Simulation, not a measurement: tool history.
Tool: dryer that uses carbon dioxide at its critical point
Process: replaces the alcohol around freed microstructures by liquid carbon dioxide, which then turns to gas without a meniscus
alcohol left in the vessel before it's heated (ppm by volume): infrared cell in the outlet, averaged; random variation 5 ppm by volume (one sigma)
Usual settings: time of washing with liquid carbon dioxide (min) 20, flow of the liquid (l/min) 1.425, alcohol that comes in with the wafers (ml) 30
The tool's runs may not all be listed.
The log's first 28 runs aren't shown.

| run | day | time of washing with liquid carbon dioxide (min) | flow of the liquid (l/min) | alcohol that comes in with the wafers (ml) | hours of work since the filter was changed | hours of work since the purifier's bed was changed | alcohol left in the vessel before it's heated (ppm by volume) |
|---|---|---|---|---|---|---|---|
| 29 | 18.479 | 14 | 2.29 | 20 | 203 | 450 | 109 |
| 30 | 19.112 | 18 | 0.91 | 30 | 210 | 457 | 336 |
| 31 | 19.862 | 18 | 0.91 | 30 | 219 | 466 | 317 |
| 32 | 20.642 | 18 | 0.91 | 30 | 228 | 475 | 334 |
| 33 | 21.454 | 23 | 1.82 | 30 | 237 | 484 | 106 |
| 34 | 22.358 | 30 | 0.9 | 102 | 248 | 495 | 194 |
| 35 | 22.892 | 30 | 0.9 | 102 | 254 | 501 | 202 |
| 36 | 23.442 | 30 | 0.9 | 102 | 260 | 507 | 200 |
| 37 | 23.888 | 30 | 0.92 | 73 | 266 | 512 | 164 |
| 38 | 24.275 | 30 | 0.92 | 73 | 270 | 517 | 171 |
| 39 | 24.838 | 20 | 1.55 | 24 | 276 | 523 | 122 |
| 40 | 25.288 | 20 | 1.55 | 24 | 282 | 529 | 120 |
| 41 | 25.658 | 20 | 1.47 | 55 | 286 | 533 | 143 |
| 42 | 26.162 | 20 | 1.47 | 55 | 292 | 539 | 150 |
| 43 | 26.696 | 20 | 1.47 | 55 | 298 | 545 | 138 |
| 44 | 27.558 | 20 | 1.47 | 55 | 308 | 555 | 145 |

Forecast each of these 3 alternatives for the next run:
| A | 28.217 | 20 | 1.47 | 34 | 316 | 562 | ? |
| B | 28.217 | 20 | 1.06 | 99 | 316 | 562 | ? |
| C | 28.217 | 20 | 1.47 | 119 | 316 | 562 | ? |

| run | alcohol left in the vessel before it's heated (ppm by volume) |
|---|---|
| A | 141 |
| B | 406 |
| C | 180 |
Without the tool's hidden state the same runs would have given:
| run | alcohol left in the vessel before it's heated (ppm by volume) |
|---|---|
| A | 20 |
| B | 198 |
| C | 39 |

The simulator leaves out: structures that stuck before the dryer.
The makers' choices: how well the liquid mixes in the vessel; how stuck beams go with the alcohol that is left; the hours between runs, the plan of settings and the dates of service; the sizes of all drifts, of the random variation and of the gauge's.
